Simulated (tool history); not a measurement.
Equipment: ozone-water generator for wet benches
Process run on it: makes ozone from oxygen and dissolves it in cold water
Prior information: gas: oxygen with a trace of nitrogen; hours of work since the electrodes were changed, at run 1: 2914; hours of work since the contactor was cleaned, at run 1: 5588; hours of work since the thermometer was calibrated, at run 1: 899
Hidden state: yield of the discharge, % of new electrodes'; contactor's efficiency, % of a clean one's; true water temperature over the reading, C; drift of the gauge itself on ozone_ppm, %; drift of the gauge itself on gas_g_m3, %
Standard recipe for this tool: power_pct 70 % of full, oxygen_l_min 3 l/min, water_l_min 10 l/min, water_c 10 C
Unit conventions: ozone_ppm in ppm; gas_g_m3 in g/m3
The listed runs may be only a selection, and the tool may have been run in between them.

run,hour,power_pct,oxygen_l_min,water_l_min,water_c,hours of work since the electrodes were changed,hours of work since the contactor was cleaned,hours of work since the thermometer was calibrated,ozone_ppm,gas_g_m3
1,0,70,3,10,10,2914,5588,899,29.8,205.6
2,39.4,70,3,10,10,2952,5626,937,29.9,207.3
3,81.9,70,3,10,10,2993,5667,978,29.8,205.2
4,119.5,70,3,10,10,3029,5704,1014,29.9,203.7
5,176.5,70,3,10,10,3084,5759,1069,29.7,205.8
6,210.6,70,4.57,10,10,3117,5792,1102,28.9,160.7
7,275.9,70,3,10,10,3180,5855,1165,29.5,204.7
8,347.7,70,3,10,10,3250,5924,1235,29.6,203.9
9,381.5,70,3,10,10,3282,5957,1267,29.4,202.9
10,446.1,70,3,10,10,3344,6019,1330,29.8,203.3
11,507.4,70,3,10,10,3404,6078,1389,29.9,204.3
12,563.8,59,3,10,10,3458,6133,1443,26.9,186.3
13,629.6,59,3,10,10,3522,6196,1507,27,187.7
14,668.7,59,3,10,10,3559,6234,1544,26.9,186.5
15,731.8,59,3,14,17,3620,6295,1605,18.3,188
16,795.4,59,3,14,17,3682,6356,1667,18.2,185.9
17,851.5,59,3,7,7,3736,6410,1721,37,186.6
18,918.6,83,3,15,7,3801,6475,1786,22.6,223.8
19,969.2,83,3,15,7,3849,6524,1835,22.5,220.3
20,1013.3,56,3.35,13,14,3892,6566,1877,19.6,168.8
21,1084.2,70,4.31,12,10,3960,6635,1945,25,162.6
22,1152.4,87,3,15,14,4026,6701,2011,21.4,224.5
23,1182.6,87,3,7,15,4055,6730,2040,39.3,224.8
24,1257.4,87,3,7,15,4127,6802,2113,38.8,225.4
25,1322.2,70,2.64,14,10,4190,6865,2175,20.9,216.8
26,1377.4,70,3,10,11,4243,6918,2229,28.4,201.9
27,1417.6,70,3,10,11,4282,6957,2267,28.6,199.8

Run by run, hidden condition taken away, random variation retained:
run,ozone_ppm,gas_g_m3
1,32.2,215.3
2,32.4,217.2
3,32.3,215.2
4,32.4,213.7
5,32.2,216
6,31.4,168.8
7,32.1,215.2
8,32.2,214.6
9,32,213.6
10,32.5,214.2
11,32.6,215.4
12,29.2,195.7
13,29.5,197.2
14,29.4,196.1
15,20.2,197.8
16,20.1,195.8
17,40,196.7
18,25.4,238.4
19,25.2,234.9
20,21.7,177.9
21,27.8,172.8
22,24.2,240.4
23,43.3,240.9
24,42.8,241.7
25,23.5,231
26,31.6,215.4
27,31.8,213.2

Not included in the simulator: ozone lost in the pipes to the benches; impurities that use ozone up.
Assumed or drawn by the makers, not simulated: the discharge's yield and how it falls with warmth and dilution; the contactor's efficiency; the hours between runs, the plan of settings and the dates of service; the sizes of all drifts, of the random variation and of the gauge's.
